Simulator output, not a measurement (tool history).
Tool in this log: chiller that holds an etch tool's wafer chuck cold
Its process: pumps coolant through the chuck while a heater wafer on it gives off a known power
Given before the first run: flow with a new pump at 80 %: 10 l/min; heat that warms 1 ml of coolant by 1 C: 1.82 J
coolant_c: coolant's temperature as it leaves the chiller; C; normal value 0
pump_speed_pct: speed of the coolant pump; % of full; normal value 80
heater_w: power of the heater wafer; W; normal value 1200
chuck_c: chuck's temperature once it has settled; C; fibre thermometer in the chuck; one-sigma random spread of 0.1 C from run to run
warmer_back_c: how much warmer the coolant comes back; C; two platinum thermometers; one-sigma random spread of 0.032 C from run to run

{"run": 1, "hour": 0.0, "coolant_c": 0, "pump_speed_pct": 80, "heater_w": 1200, "chuck_c": 11.4, "warmer_back_c": 4.3}
{"run": 2, "hour": 76.3, "coolant_c": 0, "pump_speed_pct": 80, "heater_w": 1200, "chuck_c": 11.1, "warmer_back_c": 4.3}
{"run": 3, "hour": 119.8, "coolant_c": 0, "pump_speed_pct": 80, "heater_w": 1200, "chuck_c": 11.3, "warmer_back_c": 4.3}
{"run": 4, "hour": 210.8, "coolant_c": 0, "pump_speed_pct": 80, "heater_w": 1200, "chuck_c": 11.2, "warmer_back_c": 4.28}
{"run": 5, "hour": 274.2, "coolant_c": 0, "pump_speed_pct": 80, "heater_w": 954, "chuck_c": 8.9, "warmer_back_c": 3.44}
{"run": 6, "hour": 338.8, "coolant_c": 0, "pump_speed_pct": 80, "heater_w": 1200, "chuck_c": 11.3, "warmer_back_c": 4.29}
{"run": 7, "hour": 397.7, "coolant_c": 0, "pump_speed_pct": 80, "heater_w": 1200, "chuck_c": 11.4, "warmer_back_c": 4.34}
{"run": 8, "hour": 459.2, "coolant_c": 0, "pump_speed_pct": 80, "heater_w": 1200, "chuck_c": 11.4, "warmer_back_c": 4.32}
{"run": 9, "hour": 525.8, "coolant_c": 0, "pump_speed_pct": 80, "heater_w": 1200, "chuck_c": 11.4, "warmer_back_c": 4.35}
{"run": 10, "hour": 571.6, "coolant_c": 0, "pump_speed_pct": 80, "heater_w": 1200, "chuck_c": 11.6, "warmer_back_c": 4.24}
{"run": 11, "hour": 637.2, "coolant_c": 0, "pump_speed_pct": 80, "heater_w": 1200, "chuck_c": 11.4, "warmer_back_c": 4.33}
{"run": 12, "hour": 719.6, "coolant_c": 0, "pump_speed_pct": 80, "heater_w": 1200, "chuck_c": 11.5, "warmer_back_c": 4.39}
{"run": 13, "hour": 809.1, "coolant_c": 0, "pump_speed_pct": 80, "heater_w": 1200, "chuck_c": 11.5, "warmer_back_c": 4.39}
{"run": 14, "hour": 896.0, "coolant_c": 0, "pump_speed_pct": 80, "heater_w": 1200, "chuck_c": 11.7, "warmer_back_c": 4.36}
{"run": 15, "hour": 962.8, "coolant_c": 0, "pump_speed_pct": 77, "heater_w": 1010, "chuck_c": 10.1, "warmer_back_c": 3.81}
{"run": 16, "hour": 1038.5, "coolant_c": 0, "pump_speed_pct": 79, "heater_w": 1200, "chuck_c": 11.7, "warmer_back_c": 4.48}
{"run": 17, "hour": 1086.6, "coolant_c": 0, "pump_speed_pct": 64, "heater_w": 679, "chuck_c": 7.6, "warmer_back_c": 3.22}

Predict the results of run 18:
{"run": 18, "hour": 1152.7, "coolant_c": 5, "pump_speed_pct": 65, "heater_w": 960, "chuck_c": "?", "warmer_back_c": "?"}

chuck_c: 15.5 C
warmer_back_c: 4.42 C
With no hidden state in the tool, this same run would have given chuck_c 14.1 C, warmer_back_c 4.01 C.
